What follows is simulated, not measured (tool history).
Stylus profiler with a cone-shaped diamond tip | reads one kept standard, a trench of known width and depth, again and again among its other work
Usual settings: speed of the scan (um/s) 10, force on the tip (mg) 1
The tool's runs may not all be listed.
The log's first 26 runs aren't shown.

run	day	speed of the scan (um/s)	force on the tip (mg)	depth of the trench (angstrom)	width of the trench's floor (µm)
# day 24.754: height scale calibrated on a step standard, once more
27	25.358	39	1.82	5068.2	26.09
28	26.354	19	0.37	5024	26.08
29	27.6	19	0.37	5023.9	26.08
30	28.558	36	0.37	5024.8	25.93
31	29.696	37	1.14	5053.1	26.04
32	30.604	10	0.54	5032	26.06
33	31.288	29	0.38	5025.6	25.93
34	32.621	36	0.48	5029.8	25.86
35	34.046	36	0.48	5029.3	25.87
36	35.354	4	0.45	5028.5	26.05

3 ways to go on from here, each from the tool as it stands after run 36. What would each give?
A	36.092	10	2.86	?	?
B	36.092	4	0.54	?	?
C	36.092	4	1.28	?	?

run	depth of the trench (angstrom)	width of the trench's floor (µm)
A	5097.9	26
B	5032.9	25.97
C	5056.7	26.03
Without the tool's hidden state the same runs would have given:
run	depth of the trench (angstrom)	width of the trench's floor (µm)
A	5096.3	27.31
B	5031.3	27.27
C	5055.2	27.34
